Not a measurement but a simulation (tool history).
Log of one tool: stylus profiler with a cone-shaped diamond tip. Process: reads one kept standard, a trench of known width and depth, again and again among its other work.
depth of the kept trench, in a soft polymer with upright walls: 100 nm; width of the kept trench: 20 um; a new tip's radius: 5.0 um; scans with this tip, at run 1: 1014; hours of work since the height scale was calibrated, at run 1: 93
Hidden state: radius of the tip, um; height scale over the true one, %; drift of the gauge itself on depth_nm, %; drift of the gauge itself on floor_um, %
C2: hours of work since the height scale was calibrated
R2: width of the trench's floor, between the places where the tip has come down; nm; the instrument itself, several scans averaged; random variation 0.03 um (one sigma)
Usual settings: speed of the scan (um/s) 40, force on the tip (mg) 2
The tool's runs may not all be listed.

run 1 hour=0 | speed_of_the_scan_(um/s)=40 force_on_the_tip_(mg)=2 | scans_with_this_tip=1014 C2=93 | depth_of_the_trench_(nm)=101.2 R2=17470
run 2 hour=50.9 | speed_of_the_scan_(um/s)=40 force_on_the_tip_(mg)=2 | scans_with_this_tip=1421 C2=131 | depth_of_the_trench_(nm)=101.24 R2=17430
run 3 hour=76 | speed_of_the_scan_(um/s)=40 force_on_the_tip_(mg)=2 | scans_with_this_tip=1623 C2=149 | depth_of_the_trench_(nm)=101.26 R2=17380
run 4 hour=119 | speed_of_the_scan_(um/s)=40 force_on_the_tip_(mg)=2 | scans_with_this_tip=1967 C2=181 | depth_of_the_trench_(nm)=101.19 R2=17300
run 5 hour=153.9 | speed_of_the_scan_(um/s)=40 force_on_the_tip_(mg)=2 | scans_with_this_tip=2247 C2=207 | depth_of_the_trench_(nm)=101.2 R2=17150
run 6 hour=180.5 | speed_of_the_scan_(um/s)=40 force_on_the_tip_(mg)=2 | scans_with_this_tip=2460 C2=226 | depth_of_the_trench_(nm)=101.24 R2=17180
run 7 hour=220.2 | speed_of_the_scan_(um/s)=40 force_on_the_tip_(mg)=2 | scans_with_this_tip=2778 C2=255 | depth_of_the_trench_(nm)=101.28 R2=17100
run 8 hour=255.5 | speed_of_the_scan_(um/s)=40 force_on_the_tip_(mg)=2 | scans_with_this_tip=3061 C2=281 | depth_of_the_trench_(nm)=101.22 R2=17050
run 9 hour=316.3 | speed_of_the_scan_(um/s)=40 force_on_the_tip_(mg)=3.26 | scans_with_this_tip=3547 C2=326 | depth_of_the_trench_(nm)=101.73 R2=17030
run 10 hour=348 | speed_of_the_scan_(um/s)=40 force_on_the_tip_(mg)=1.26 | scans_with_this_tip=3801 C2=350 | depth_of_the_trench_(nm)=100.9 R2=16900
run 11 hour=394.7 | speed_of_the_scan_(um/s)=40 force_on_the_tip_(mg)=1.26 | scans_with_this_tip=4176 C2=384 | depth_of_the_trench_(nm)=100.88 R2=16780
run 12 hour=445.9 | speed_of_the_scan_(um/s)=40 force_on_the_tip_(mg)=0.75 | scans_with_this_tip=4586 C2=422 | depth_of_the_trench_(nm)=100.58 R2=16600
run 13 hour=486.1 | speed_of_the_scan_(um/s)=40 force_on_the_tip_(mg)=0.75 | scans_with_this_tip=4908 C2=451 | depth_of_the_trench_(nm)=100.64 R2=16580
run 14 hour=538.8 | speed_of_the_scan_(um/s)=40 force_on_the_tip_(mg)=0.75 | scans_with_this_tip=5330 C2=490 | depth_of_the_trench_(nm)=100.58 R2=16480
run 15 hour=570.8 | speed_of_the_scan_(um/s)=40 force_on_the_tip_(mg)=2 | scans_with_this_tip=5586 C2=514 | depth_of_the_trench_(nm)=101.16 R2=16540
run 16 hour=611.4 | speed_of_the_scan_(um/s)=40 force_on_the_tip_(mg)=2 | scans_with_this_tip=5912 C2=544 | depth_of_the_trench_(nm)=101.21 R2=16510
run 17 hour=659.1 | speed_of_the_scan_(um/s)=40 force_on_the_tip_(mg)=2 | scans_with_this_tip=6293 C2=579 | depth_of_the_trench_(nm)=101.2 R2=16480
run 18 hour=718.1 | speed_of_the_scan_(um/s)=40 force_on_the_tip_(mg)=2 | scans_with_this_tip=6766 C2=622 | depth_of_the_trench_(nm)=101.21 R2=16390
run 19 hour=757.9 | speed_of_the_scan_(um/s)=40 force_on_the_tip_(mg)=3.81 | scans_with_this_tip=7085 C2=651 | depth_of_the_trench_(nm)=101.84 R2=16330
run 20 hour=812.6 | speed_of_the_scan_(um/s)=40 force_on_the_tip_(mg)=2.72 | scans_with_this_tip=7523 C2=692 | depth_of_the_trench_(nm)=101.41 R2=16280
run 21 hour=861.7 | speed_of_the_scan_(um/s)=40 force_on_the_tip_(mg)=2 | scans_with_this_tip=7917 C2=728 | depth_of_the_trench_(nm)=101.13 R2=16270
run 22 hour=916.4 | speed_of_the_scan_(um/s)=40 force_on_the_tip_(mg)=2 | scans_with_this_tip=8355 C2=768 | depth_of_the_trench_(nm)=101.12 R2=16130
-- hour=928.1 new tip fitted, height scale calibrated
run 23 hour=969.6 | speed_of_the_scan_(um/s)=40 force_on_the_tip_(mg)=2 | scans_with_this_tip=332 C2=31 | depth_of_the_trench_(nm)=101.26 R2=17720
run 24 hour=999.1 | speed_of_the_scan_(um/s)=40 force_on_the_tip_(mg)=2 | scans_with_this_tip=568 C2=52 | depth_of_the_trench_(nm)=101.26 R2=17610
run 25 hour=1039.8 | speed_of_the_scan_(um/s)=40 force_on_the_tip_(mg)=1.39 | scans_with_this_tip=894 C2=82 | depth_of_the_trench_(nm)=100.99 R2=17520
run 26 hour=1076.5 | speed_of_the_scan_(um/s)=40 force_on_the_tip_(mg)=4.33 | scans_with_this_tip=1188 C2=109 | depth_of_the_trench_(nm)=102.05 R2=17530
run 27 hour=1118.1 | speed_of_the_scan_(um/s)=40 force_on_the_tip_(mg)=4.33 | scans_with_this_tip=1522 C2=140 | depth_of_the_trench_(nm)=102.11 R2=17460
run 28 hour=1176.4 | speed_of_the_scan_(um/s)=40 force_on_the_tip_(mg)=2.3 | scans_with_this_tip=1989 C2=183 | depth_of_the_trench_(nm)=101.34 R2=17310
run 29 hour=1232.4 | speed_of_the_scan_(um/s)=40 force_on_the_tip_(mg)=3.77 | scans_with_this_tip=2437 C2=224 | depth_of_the_trench_(nm)=101.83 R2=17260
run 30 hour=1257.9 | speed_of_the_scan_(um/s)=130 force_on_the_tip_(mg)=0.97 | scans_with_this_tip=2641 C2=243 | depth_of_the_trench_(nm)=100.73 R2=16380
-- hour=1260.9 height scale calibrated on a step standard
run 31 hour=1293.6 | speed_of_the_scan_(um/s)=130 force_on_the_tip_(mg)=0.97 | scans_with_this_tip=2923 C2=24 | depth_of_the_trench_(nm)=100.7 R2=16350
run 32 hour=1322.2 | speed_of_the_scan_(um/s)=130 force_on_the_tip_(mg)=0.97 | scans_with_this_tip=3152 C2=45 | depth_of_the_trench_(nm)=100.71 R2=16350
run 33 hour=1347 | speed_of_the_scan_(um/s)=136 force_on_the_tip_(mg)=2 | scans_with_this_tip=3351 C2=63 | depth_of_the_trench_(nm)=101.2 R2=16550
run 34 hour=1405.8 | speed_of_the_scan_(um/s)=136 force_on_the_tip_(mg)=2 | scans_with_this_tip=3822 C2=107 | depth_of_the_trench_(nm)=101.17 R2=16440
run 35 hour=1434.7 | speed_of_the_scan_(um/s)=136 force_on_the_tip_(mg)=2 | scans_with_this_tip=4054 C2=128 | depth_of_the_trench_(nm)=101.16 R2=16410
run 36 hour=1495.4 | speed_of_the_scan_(um/s)=128 force_on_the_tip_(mg)=3.54 | scans_with_this_tip=4540 C2=173 | depth_of_the_trench_(nm)=101.71 R2=16500
run 37 hour=1524.6 | speed_of_the_scan_(um/s)=80 force_on_the_tip_(mg)=3.76 | scans_with_this_tip=4774 C2=194 | depth_of_the_trench_(nm)=101.8 R2=16660
-- hour=1535.5 height scale calibrated on a step standard, once more
run 38 hour=1561.6 | speed_of_the_scan_(um/s)=81 force_on_the_tip_(mg)=2.27 | scans_with_this_tip=5066 C2=19 | depth_of_the_trench_(nm)=101.27 R2=16500
run 39 hour=1620.9 | speed_of_the_scan_(um/s)=29 force_on_the_tip_(mg)=5.47 | scans_with_this_tip=5541 C2=63 | depth_of_the_trench_(nm)=102.34 R2=16700
run 40 hour=1672.6 | speed_of_the_scan_(um/s)=29 force_on_the_tip_(mg)=5.47 | scans_with_this_tip=5955 C2=101 | depth_of_the_trench_(nm)=102.32 R2=16630
run 41 hour=1708.3 | speed_of_the_scan_(um/s)=111 force_on_the_tip_(mg)=3.21 | scans_with_this_tip=6241 C2=127 | depth_of_the_trench_(nm)=101.6 R2=16250
run 42 hour=1768.8 | speed_of_the_scan_(um/s)=11 force_on_the_tip_(mg)=1 | scans_with_this_tip=6726 C2=172 | depth_of_the_trench_(nm)=100.71 R2=16530
run 43 hour=1799.5 | speed_of_the_scan_(um/s)=11 force_on_the_tip_(mg)=1 | scans_with_this_tip=6972 C2=195 | depth_of_the_trench_(nm)=100.64 R2=16460
run 44 hour=1843.3 | speed_of_the_scan_(um/s)=11 force_on_the_tip_(mg)=1 | scans_with_this_tip=7322 C2=227 | depth_of_the_trench_(nm)=100.7 R2=16380
run 45 hour=1885.1 | speed_of_the_scan_(um/s)=20 force_on_the_tip_(mg)=4.87 | scans_with_this_tip=7658 C2=258 | depth_of_the_trench_(nm)=102.16 R2=16310

The same runs without the tool's hidden state, with the same run-to-run variation:
run=1 depth_of_the_trench_(nm)=101.17 R2=17790
run=2 depth_of_the_trench_(nm)=101.23 R2=17840
run=3 depth_of_the_trench_(nm)=101.25 R2=17840
run=4 depth_of_the_trench_(nm)=101.18 R2=17840
run=5 depth_of_the_trench_(nm)=101.2 R2=17750
run=6 depth_of_the_trench_(nm)=101.23 R2=17820
run=7 depth_of_the_trench_(nm)=101.28 R2=17810
run=8 depth_of_the_trench_(nm)=101.22 R2=17820
run=9 depth_of_the_trench_(nm)=101.74 R2=17900
run=10 depth_of_the_trench_(nm)=100.91 R2=17820
run=11 depth_of_the_trench_(nm)=100.89 R2=17760
run=12 depth_of_the_trench_(nm)=100.6 R2=17650
run=13 depth_of_the_trench_(nm)=100.66 R2=17690
run=14 depth_of_the_trench_(nm)=100.61 R2=17670
run=15 depth_of_the_trench_(nm)=101.19 R2=17780
run=16 depth_of_the_trench_(nm)=101.25 R2=17800
run=17 depth_of_the_trench_(nm)=101.24 R2=17840
run=18 depth_of_the_trench_(nm)=101.26 R2=17820
run=19 depth_of_the_trench_(nm)=101.89 R2=17810
run=20 depth_of_the_trench_(nm)=101.46 R2=17830
run=21 depth_of_the_trench_(nm)=101.19 R2=17880
run=22 depth_of_the_trench_(nm)=101.18 R2=17810
run=23 depth_of_the_trench_(nm)=101.23 R2=17850
run=24 depth_of_the_trench_(nm)=101.24 R2=17800
run=25 depth_of_the_trench_(nm)=100.98 R2=17790
run=26 depth_of_the_trench_(nm)=102.04 R2=17870
run=27 depth_of_the_trench_(nm)=102.1 R2=17880
run=28 depth_of_the_trench_(nm)=101.34 R2=17840
run=29 depth_of_the_trench_(nm)=101.83 R2=17890
run=30 depth_of_the_trench_(nm)=100.74 R2=17050
run=31 depth_of_the_trench_(nm)=100.72 R2=17080
run=32 depth_of_the_trench_(nm)=100.73 R2=17130
run=33 depth_of_the_trench_(nm)=101.21 R2=17370
run=34 depth_of_the_trench_(nm)=101.19 R2=17350
run=35 depth_of_the_trench_(nm)=101.19 R2=17370
run=36 depth_of_the_trench_(nm)=101.74 R2=17550
run=37 depth_of_the_trench_(nm)=101.84 R2=17750
run=38 depth_of_the_trench_(nm)=101.31 R2=17640
run=39 depth_of_the_trench_(nm)=102.39 R2=17920
run=40 depth_of_the_trench_(nm)=102.37 R2=17920
run=41 depth_of_the_trench_(nm)=101.66 R2=17580
run=42 depth_of_the_trench_(nm)=100.78 R2=17940
run=43 depth_of_the_trench_(nm)=100.71 R2=17910
run=44 depth_of_the_trench_(nm)=100.78 R2=17890
run=45 depth_of_the_trench_(nm)=102.23 R2=17880
